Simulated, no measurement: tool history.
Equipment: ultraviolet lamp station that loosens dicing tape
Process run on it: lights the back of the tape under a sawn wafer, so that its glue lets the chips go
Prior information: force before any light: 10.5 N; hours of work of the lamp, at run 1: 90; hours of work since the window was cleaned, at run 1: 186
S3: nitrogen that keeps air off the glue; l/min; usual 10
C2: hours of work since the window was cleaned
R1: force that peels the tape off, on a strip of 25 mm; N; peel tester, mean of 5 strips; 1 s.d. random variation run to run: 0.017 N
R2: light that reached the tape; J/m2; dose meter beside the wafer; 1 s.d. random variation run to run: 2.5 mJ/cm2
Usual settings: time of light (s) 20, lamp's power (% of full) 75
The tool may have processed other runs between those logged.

{"run": 1, "hour": 0.0, "time of light (s)": 20, "lamp's power (% of full)": 75, "S3": 10, "hours of work of the lamp": 90, "C2": 186, "R1": 0.933, "R2": 2750}
{"run": 2, "hour": 17.7, "time of light (s)": 20, "lamp's power (% of full)": 75, "S3": 10, "hours of work of the lamp": 102, "C2": 198, "R1": 0.983, "R2": 2710}
{"run": 3, "hour": 31.9, "time of light (s)": 20, "lamp's power (% of full)": 75, "S3": 10, "hours of work of the lamp": 111, "C2": 208, "R1": 0.993, "R2": 2710}
{"run": 4, "hour": 51.2, "time of light (s)": 20, "lamp's power (% of full)": 70, "S3": 10, "hours of work of the lamp": 124, "C2": 220, "R1": 1.149, "R2": 2550}
{"run": 5, "hour": 72.6, "time of light (s)": 20, "lamp's power (% of full)": 70, "S3": 10, "hours of work of the lamp": 139, "C2": 235, "R1": 1.189, "R2": 2530}
{"run": 6, "hour": 97.0, "time of light (s)": 20, "lamp's power (% of full)": 70, "S3": 10, "hours of work of the lamp": 155, "C2": 251, "R1": 1.204, "R2": 2430}
{"run": 7, "hour": 121.7, "time of light (s)": 20, "lamp's power (% of full)": 97, "S3": 10, "hours of work of the lamp": 171, "C2": 268, "R1": 0.619, "R2": 3350}
{"run": 8, "hour": 139.8, "time of light (s)": 20, "lamp's power (% of full)": 75, "S3": 10, "hours of work of the lamp": 184, "C2": 280, "R1": 1.094, "R2": 2600}
{"run": 9, "hour": 154.0, "time of light (s)": 20, "lamp's power (% of full)": 75, "S3": 10, "hours of work of the lamp": 193, "C2": 289, "R1": 1.107, "R2": 2580}
{"run": 10, "hour": 179.0, "time of light (s)": 20, "lamp's power (% of full)": 75, "S3": 10, "hours of work of the lamp": 210, "C2": 306, "R1": 1.146, "R2": 2520}
{"run": 11, "hour": 203.8, "time of light (s)": 20, "lamp's power (% of full)": 75, "S3": 10, "hours of work of the lamp": 226, "C2": 323, "R1": 1.183, "R2": 2530}
{"run": 12, "hour": 222.7, "time of light (s)": 20, "lamp's power (% of full)": 62, "S3": 10, "hours of work of the lamp": 239, "C2": 335, "R1": 1.666, "R2": 2080}
{"run": 13, "hour": 245.4, "time of light (s)": 20, "lamp's power (% of full)": 62, "S3": 10, "hours of work of the lamp": 254, "C2": 351, "R1": 1.732, "R2": 2090}
{"run": 14, "hour": 260.1, "time of light (s)": 20, "lamp's power (% of full)": 62, "S3": 10, "hours of work of the lamp": 264, "C2": 361, "R1": 1.756, "R2": 2020}
{"run": 15, "hour": 279.9, "time of light (s)": 20, "lamp's power (% of full)": 75, "S3": 10, "hours of work of the lamp": 278, "C2": 374, "R1": 1.232, "R2": 2460}
{"run": 16, "hour": 302.4, "time of light (s)": 20, "lamp's power (% of full)": 75, "S3": 10, "hours of work of the lamp": 293, "C2": 389, "R1": 1.283, "R2": 2420}
{"run": 17, "hour": 326.2, "time of light (s)": 23, "lamp's power (% of full)": 75, "S3": 10, "hours of work of the lamp": 309, "C2": 405, "R1": 0.947, "R2": 2750}
{"run": 18, "hour": 337.3, "time of light (s)": 15, "lamp's power (% of full)": 75, "S3": 10, "hours of work of the lamp": 316, "C2": 412, "R1": 2.17, "R2": 1800}
{"run": 19, "hour": 352.8, "time of light (s)": 15, "lamp's power (% of full)": 75, "S3": 4, "hours of work of the lamp": 326, "C2": 423, "R1": 3.479, "R2": 1780}
{"run": 20, "hour": 371.2, "time of light (s)": 15, "lamp's power (% of full)": 75, "S3": 4, "hours of work of the lamp": 339, "C2": 435, "R1": 3.462, "R2": 1750}
{"run": 21, "hour": 394.9, "time of light (s)": 15, "lamp's power (% of full)": 75, "S3": 4, "hours of work of the lamp": 355, "C2": 451, "R1": 3.546, "R2": 1700}
{"run": 22, "hour": 409.3, "time of light (s)": 15, "lamp's power (% of full)": 75, "S3": 4, "hours of work of the lamp": 364, "C2": 461, "R1": 3.654, "R2": 1700}
{"run": 23, "hour": 427.5, "time of light (s)": 20, "lamp's power (% of full)": 100, "S3": 16, "hours of work of the lamp": 376, "C2": 473, "R1": 0.558, "R2": 3050}
{"run": 24, "hour": 444.7, "time of light (s)": 20, "lamp's power (% of full)": 100, "S3": 4, "hours of work of the lamp": 388, "C2": 484, "R1": 1.655, "R2": 2960}
{"run": 25, "hour": 468.5, "time of light (s)": 20, "lamp's power (% of full)": 86, "S3": 4, "hours of work of the lamp": 404, "C2": 500, "R1": 2.155, "R2": 2520}
{"run": 26, "hour": 487.4, "time of light (s)": 20, "lamp's power (% of full)": 86, "S3": 4, "hours of work of the lamp": 417, "C2": 513, "R1": 2.295, "R2": 2530}
{"run": 27, "hour": 506.6, "time of light (s)": 20, "lamp's power (% of full)": 81, "S3": 10, "hours of work of the lamp": 429, "C2": 526, "R1": 1.311, "R2": 2370}
{"run": 28, "hour": 524.7, "time of light (s)": 20, "lamp's power (% of full)": 81, "S3": 10, "hours of work of the lamp": 442, "C2": 538, "R1": 1.392, "R2": 2320}
{"run": 29, "hour": 550.1, "time of light (s)": 20, "lamp's power (% of full)": 81, "S3": 15, "hours of work of the lamp": 459, "C2": 555, "R1": 1.041, "R2": 2270}
{"run": 30, "hour": 567.9, "time of light (s)": 34, "lamp's power (% of full)": 76, "S3": 11, "hours of work of the lamp": 471, "C2": 567, "R1": 0.498, "R2": 3600}
{"run": 31, "hour": 582.5, "time of light (s)": 28, "lamp's power (% of full)": 62, "S3": 11, "hours of work of the lamp": 480, "C2": 577, "R1": 1.221, "R2": 2390}
{"run": 32, "hour": 607.7, "time of light (s)": 13, "lamp's power (% of full)": 75, "S3": 7, "hours of work of the lamp": 497, "C2": 594, "R1": 3.707, "R2": 1310}
{"run": 33, "hour": 618.1, "time of light (s)": 11, "lamp's power (% of full)": 99, "S3": 6, "hours of work of the lamp": 504, "C2": 601, "R1": 3.58, "R2": 1480}
{"run": 34, "hour": 640.1, "time of light (s)": 11, "lamp's power (% of full)": 99, "S3": 6, "hours of work of the lamp": 519, "C2": 615, "R1": 3.531, "R2": 1490}
{"run": 35, "hour": 663.9, "time of light (s)": 24, "lamp's power (% of full)": 75, "S3": 18, "hours of work of the lamp": 535, "C2": 631, "R1": 0.854, "R2": 2380}
{"run": 36, "hour": 675.3, "time of light (s)": 22, "lamp's power (% of full)": 69, "S3": 8, "hours of work of the lamp": 543, "C2": 639, "R1": 2.086, "R2": 1960}
{"run": 37, "hour": 691.4, "time of light (s)": 11, "lamp's power (% of full)": 82, "S3": 13, "hours of work of the lamp": 553, "C2": 650, "R1": 3.325, "R2": 1190}
{"hour": 710.2, "done": "window cleaned of glue's vapour"}
{"run": 38, "hour": 717.4, "time of light (s)": 11, "lamp's power (% of full)": 82, "S3": 13, "hours of work of the lamp": 571, "C2": 5, "R1": 3.064, "R2": 1250}
{"run": 39, "hour": 735.6, "time of light (s)": 12, "lamp's power (% of full)": 75, "S3": 3, "hours of work of the lamp": 583, "C2": 17, "R1": 5.055, "R2": 1260}
{"run": 40, "hour": 758.9, "time of light (s)": 20, "lamp's power (% of full)": 68, "S3": 10, "hours of work of the lamp": 598, "C2": 33, "R1": 1.903, "R2": 1900}
{"run": 41, "hour": 783.9, "time of light (s)": 20, "lamp's power (% of full)": 68, "S3": 10, "hours of work of the lamp": 615, "C2": 49, "R1": 2.041, "R2": 1860}
{"run": 42, "hour": 799.1, "time of light (s)": 20, "lamp's power (% of full)": 90, "S3": 10, "hours of work of the lamp": 625, "C2": 60, "R1": 1.259, "R2": 2450}
{"run": 43, "hour": 822.9, "time of light (s)": 15, "lamp's power (% of full)": 64, "S3": 16, "hours of work of the lamp": 641, "C2": 76, "R1": 2.676, "R2": 1320}

Hidden state at the last listed run before each entry between runs and at the first one after, where it differs:
From run 37 to run 38: window cleaned of glue's vapour (hour 710.2)
  lamp's light, % of a new lamp's: 72.3 -> 71.4; light that the window lets through, % of a clean one's: 89.9 -> 99.5
  measured value less the no-hidden-state value, R1: +1.498 -> +1.193 N; R2: -630 -> -520 J/m2
